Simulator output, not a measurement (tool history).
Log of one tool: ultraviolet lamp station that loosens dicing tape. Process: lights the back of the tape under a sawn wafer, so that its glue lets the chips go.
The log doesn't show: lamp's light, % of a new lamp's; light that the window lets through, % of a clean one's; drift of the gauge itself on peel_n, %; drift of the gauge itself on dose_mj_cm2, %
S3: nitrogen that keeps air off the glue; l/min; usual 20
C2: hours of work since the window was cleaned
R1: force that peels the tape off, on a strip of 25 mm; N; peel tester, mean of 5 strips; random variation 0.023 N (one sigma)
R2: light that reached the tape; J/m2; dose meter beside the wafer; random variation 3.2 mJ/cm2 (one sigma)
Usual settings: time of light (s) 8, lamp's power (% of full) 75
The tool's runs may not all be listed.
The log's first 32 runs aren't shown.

Run 33, hour 1649.7: usual settings but lamp's power (% of full) 63; hours of work of the lamp 473; C2 605. Result: R1 2.584 N, R2 3000 J/m2.
Run 34, hour 1695.4: usual settings but lamp's power (% of full) 88, S3 24 l/min; hours of work of the lamp 502; C2 634. Result: R1 1.461 N, R2 4190 J/m2.
Run 35, hour 1739.9: usual settings but time of light (s) 7, lamp's power (% of full) 70, S3 26 l/min; hours of work of the lamp 531; C2 663. Result: R1 2.56 N, R2 2850 J/m2.
At hour 1792.5: window cleaned of glue's vapour.
Run 36, hour 1792.7: usual settings but time of light (s) 13, lamp's power (% of full) 99; hours of work of the lamp 564; C2 0. Result: R1 0.264 N, R2 8810 J/m2.
Run 37, hour 1828.9: usual settings but time of light (s) 13, lamp's power (% of full) 99; hours of work of the lamp 587; C2 23. Result: R1 0.284 N, R2 8590 J/m2.
Run 38, hour 1863.6: usual settings but lamp's power (% of full) 96, S3 15 l/min; hours of work of the lamp 609; C2 45. Result: R1 1.222 N, R2 5070 J/m2.
Run 39, hour 1904.6: usual settings but time of light (s) 4, lamp's power (% of full) 96, S3 9 l/min; hours of work of the lamp 635; C2 71. Result: R1 3.954 N, R2 2460 J/m2.
Run 40, hour 1935.1: usual settings but time of light (s) 9, S3 9 l/min; hours of work of the lamp 654; C2 90. Result: R1 2.047 N, R2 4280 J/m2.
Run 41, hour 2004.1: usual settings but time of light (s) 9, S3 9 l/min; hours of work of the lamp 698; C2 134. Result: R1 2.154 N, R2 4190 J/m2.
Run 42, hour 2074.7: usual settings but time of light (s) 12, S3 7 l/min; hours of work of the lamp 742; C2 179. Result: R1 1.477 N, R2 5440 J/m2.

3 ways to go on from here, each from the tool as it stands after run 42. What would each give?
Run A, hour 2131.1: usual settings but time of light (s) 12, S3 14 l/min; hours of work of the lamp 778; C2 215. Result: R1 ?, R2 ?.
Run B, hour 2131.1: usual settings but time of light (s) 12, lamp's power (% of full) 87, S3 6 l/min; hours of work of the lamp 778; C2 215. Result: R1 ?, R2 ?.
Run C, hour 2131.1: usual settings but time of light (s) 14, S3 7 l/min; hours of work of the lamp 778; C2 215. Result: R1 ?, R2 ?.

run     R1    R2
  A  1.131  5300
  B   1.29  6210
  C   1.25  6250
Without the tool's hidden state the same runs would have given:
run     R1    R2
  A    0.5  7460
  B  0.596  8720
  C  0.563  8780
